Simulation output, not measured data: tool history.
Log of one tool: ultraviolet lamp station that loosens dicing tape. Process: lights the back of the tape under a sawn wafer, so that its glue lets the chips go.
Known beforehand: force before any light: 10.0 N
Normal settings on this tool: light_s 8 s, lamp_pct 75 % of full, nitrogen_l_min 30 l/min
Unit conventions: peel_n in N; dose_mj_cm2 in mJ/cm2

run,hour,light_s,lamp_pct,nitrogen_l_min,peel_n,dose_mj_cm2
1,0.0,8,75,30,1.842,307
2,12.7,8,75,30,1.817,303
3,26.3,8,87,30,1.415,353
4,35.7,8,87,30,1.470,350
5,45.4,8,87,30,1.508,350
6,60.6,8,87,30,1.492,347
7,78.6,8,87,30,1.574,331
8,90.4,8,87,30,1.536,338
# hour 106.6: window cleaned of glue's vapour
9,107.1,8,97,30,1.547,329
10,122.1,8,97,30,1.657,325
11,140.3,8,75,30,2.487,250
12,151.2,8,77,30,2.449,253
# hour 167.6: window cleaned of glue's vapour, once more
13,168.7,8,77,30,1.498,337
14,176.4,8,77,30,1.599,333
15,191.1,11,75,30,0.874,440
16,200.0,10,75,30,1.140,400
17,208.0,10,75,30,1.112,397
18,217.6,10,75,30,1.094,396
19,231.1,8,75,30,1.800,316
20,241.2,8,75,30,1.816,314
21,250.0,8,75,30,1.813,310
22,265.5,8,75,30,1.815,306
23,283.9,8,75,30,1.885,301
24,292.1,14,87,30,0.391,601
25,300.8,4,61,19,5.344,120
26,316.3,4,61,19,5.683,122
27,334.2,14,98,19,0.469,663
28,351.8,10,93,32,0.848,439
# hour 358.0: lamp changed
29,362.9,10,93,32,0.258,681
30,374.1,8,75,38,0.766,431
31,392.7,8,75,38,0.776,429
32,401.0,8,75,38,0.783,431
33,414.2,8,75,38,0.796,424
34,421.8,8,75,38,0.827,421
35,435.4,8,75,38,0.801,420
36,449.9,13,99,30,0.114,884
37,460.0,13,73,30,0.308,656
38,468.9,13,73,30,0.311,651
39,487.5,8,94,21,0.866,503
40,501.2,8,94,21,0.857,504
41,513.4,7,95,18,1.351,447
42,525.1,11,65,11,1.638,472
43,535.5,5,78,11,3.733,252

Below are 4 alternative next runs, each starting from the tool's condition after run 43. Predict each:
A,544.6,8,75,34,?,?
B,544.6,9,93,23,?,?
C,544.6,8,82,30,?,?
D,544.6,15,89,13,?,?

run,peel_n,dose_mj_cm2
A,1.063,390
B,0.663,552
C,0.920,431
D,0.320,873
Without the tool's hidden state the same runs would have given:
run,peel_n,dose_mj_cm2
A,0.738,457
B,0.436,646
C,0.626,505
D,0.195,1022
